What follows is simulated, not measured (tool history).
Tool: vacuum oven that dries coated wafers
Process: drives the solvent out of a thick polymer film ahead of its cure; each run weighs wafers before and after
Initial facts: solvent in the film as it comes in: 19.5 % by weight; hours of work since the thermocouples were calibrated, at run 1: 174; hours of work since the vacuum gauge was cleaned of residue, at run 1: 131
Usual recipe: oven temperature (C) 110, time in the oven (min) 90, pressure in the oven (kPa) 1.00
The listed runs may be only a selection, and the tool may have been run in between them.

run    hour  oven temperature (C)  time in the oven (min)  pressure in the oven (kPa)  hours of work since the thermocouples were calibrated  hours of work since the vacuum gauge was cleaned of residue  solvent left in the film (%)
  1     0.0                   110                      90                        1.00                                                    174                                                          131                          0.99
  2    44.6                   110                      90                        1.00                                                    192                                                          150                          0.93
  3   101.7                   110                      90                        1.11                                                    216                                                          174                          1.03
  4   170.6                   103                      90                        1.00                                                    245                                                          203                          1.90
  5   241.5                   110                      69                        1.00                                                    275                                                          233                          1.50
  6   272.9                   110                      55                        1.00                                                    288                                                          246                          2.30
  7   314.5                   110                      55                        1.00                                                    306                                                          264                          2.35
  8   384.6                    96                      55                        1.00                                                    335                                                          293                          6.00
  9   436.1                    96                      55                        1.00                                                    357                                                          315                          6.06
      441.6  -- vacuum gauge cleaned of residue and calibrated
 10   504.0                   110                      90                        1.00                                                    385                                                           26                          0.92
 11   566.2                   110                      90                        1.00                                                    411                                                           52                          0.99
 12   630.9                   110                      90                        1.00                                                    438                                                           80                          0.92
      660.1  -- vacuum gauge cleaned of residue and calibrated, once more
 13   663.5                   110                      90                        1.00                                                    452                                                            1                          0.85
 14   719.8                   110                      90                        1.00                                                    475                                                           25                          0.87
 15   760.9                   113                      50                        1.12                                                    493                                                           42                          2.04
 16   810.9                   113                      75                        1.12                                                    514                                                           63                          1.01
 17   878.5                   110                      90                        0.51                                                    542                                                           92                          0.67
 18   918.9                   100                     105                        1.16                                                    559                                                          109                          1.94
 19   950.7                   110                      65                        0.60                                                    572                                                          122                          1.42
 20   997.0                   110                      65                        0.60                                                    592                                                          142                          1.39
 21  1057.7                   101                     147                        2.52                                                    617                                                          167                          1.89
 22  1124.3                   122                     147                        2.52                                                    645                                                          195                          0.77
 23  1164.8                   116                      90                        1.87                                                    662                                                          212                          0.77
 24  1205.5                   110                      75                        1.00                                                    680                                                          229                          1.25
 25  1255.4                   100                      57                        3.01                                                    701                                                          250                          5.41

Branching from run 25: 5 alternative next runs. What would each branch give?
  A  1324.4                   110                      94                        2.32                                                    730                                                          279                             ?
  B  1324.4                   108                      53                        1.00                                                    730                                                          279                             ?
  C  1324.4                    97                      48                        2.69                                                    730                                                          279                             ?
  D  1324.4                   110                      90                        0.61                                                    730                                                          279                             ?
  E  1324.4                   109                      83                        2.49                                                    730                                                          279                             ?

run  solvent left in the film (%)
  A                          1.43
  B                          2.65
  C                          7.05
  D                          0.66
  E                          1.71
With no hidden state in the tool, these same runs would have given:
run  solvent left in the film (%)
  A                          1.57
  B                          2.98
  C                          7.51
  D                          0.77
  E                          1.90

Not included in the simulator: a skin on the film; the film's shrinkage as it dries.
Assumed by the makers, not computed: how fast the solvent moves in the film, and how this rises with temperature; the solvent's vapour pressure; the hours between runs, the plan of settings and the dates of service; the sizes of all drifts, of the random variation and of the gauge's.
